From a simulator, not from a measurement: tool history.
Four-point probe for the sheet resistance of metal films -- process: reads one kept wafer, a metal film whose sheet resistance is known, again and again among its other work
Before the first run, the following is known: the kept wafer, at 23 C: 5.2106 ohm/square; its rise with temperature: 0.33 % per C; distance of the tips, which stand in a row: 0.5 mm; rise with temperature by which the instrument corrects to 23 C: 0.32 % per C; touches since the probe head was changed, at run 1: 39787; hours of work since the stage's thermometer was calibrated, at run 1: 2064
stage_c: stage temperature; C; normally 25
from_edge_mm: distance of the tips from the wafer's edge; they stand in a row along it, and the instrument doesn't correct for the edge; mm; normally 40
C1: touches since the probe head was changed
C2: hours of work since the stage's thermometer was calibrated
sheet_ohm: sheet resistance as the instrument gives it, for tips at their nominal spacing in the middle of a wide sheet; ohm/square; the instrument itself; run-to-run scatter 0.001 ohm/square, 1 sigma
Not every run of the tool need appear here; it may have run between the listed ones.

run 1 day=0.000 | stage_c=25 from_edge_mm=40 | C1=39787 C2=2064 | sheet_ohm=5.194683
run 2 day=0.904 | stage_c=25 from_edge_mm=40 | C1=40637 C2=2080 | sheet_ohm=5.192428
run 3 day=1.979 | stage_c=25 from_edge_mm=40 | C1=41645 C2=2099 | sheet_ohm=5.195772
run 4 day=2.617 | stage_c=27 from_edge_mm=40 | C1=42245 C2=2110 | sheet_ohm=5.194522
run 5 day=3.988 | stage_c=27 from_edge_mm=40 | C1=43533 C2=2135 | sheet_ohm=5.194679
run 6 day=4.596 | stage_c=25 from_edge_mm=11 | C1=44103 C2=2145 | sheet_ohm=5.199631
run 7 day=5.962 | stage_c=25 from_edge_mm=11 | C1=45386 C2=2169 | sheet_ohm=5.198979
run 8 day=7.317 | stage_c=25 from_edge_mm=11 | C1=46659 C2=2193 | sheet_ohm=5.197149
run 9 day=8.462 | stage_c=25 from_edge_mm=11 | C1=47737 C2=2214 | sheet_ohm=5.198234
run 10 day=9.683 | stage_c=25 from_edge_mm=11 | C1=48883 C2=2235 | sheet_ohm=5.196701
run 11 day=11.088 | stage_c=22 from_edge_mm=5 | C1=50203 C2=2260 | sheet_ohm=5.219367
run 12 day=11.812 | stage_c=22 from_edge_mm=5 | C1=50884 C2=2273 | sheet_ohm=5.218006
run 13 day=13.079 | stage_c=22 from_edge_mm=5 | C1=52071 C2=2295 | sheet_ohm=5.216737
run 14 day=14.458 | stage_c=22 from_edge_mm=5 | C1=53369 C2=2320 | sheet_ohm=5.219554
run 15 day=15.488 | stage_c=19 from_edge_mm=68 | C1=54333 C2=2338 | sheet_ohm=5.187488
run 16 day=16.662 | stage_c=32 from_edge_mm=14 | C1=55437 C2=2359 | sheet_ohm=5.197623
run 17 day=17.638 | stage_c=22 from_edge_mm=4 | C1=56356 C2=2376 | sheet_ohm=5.232758
run 18 day=18.450 | stage_c=22 from_edge_mm=4 | C1=57117 C2=2390 | sheet_ohm=5.231712
run 19 day=19.288 | stage_c=30 from_edge_mm=40 | C1=57903 C2=2405 | sheet_ohm=5.194623
run 20 day=20.038 | stage_c=30 from_edge_mm=40 | C1=58610 C2=2419 | sheet_ohm=5.193975

Here are 5 independent what-if runs from the current tool condition. What would each one return?
run A day=21.142 | stage_c=32 from_edge_mm=51 | C1=59646 C2=2438 | sheet_ohm=?
run B day=21.142 | stage_c=29 from_edge_mm=19 | C1=59646 C2=2438 | sheet_ohm=?
run C day=21.142 | stage_c=21 from_edge_mm=23 | C1=59646 C2=2438 | sheet_ohm=?
run D day=21.142 | stage_c=27 from_edge_mm=73 | C1=59646 C2=2438 | sheet_ohm=?
run E day=21.142 | stage_c=19 from_edge_mm=40 | C1=59646 C2=2438 | sheet_ohm=?

run=A sheet_ohm=5.196497
run=B sheet_ohm=5.194713
run=C sheet_ohm=5.189280
run=D sheet_ohm=5.190809
run=E sheet_ohm=5.186882
Had the tool no hidden state, the same runs would have come out as:
run=A sheet_ohm=5.218049
run=B sheet_ohm=5.216159
run=C sheet_ohm=5.210433
run=D sheet_ohm=5.212173
run=E sheet_ohm=5.207956
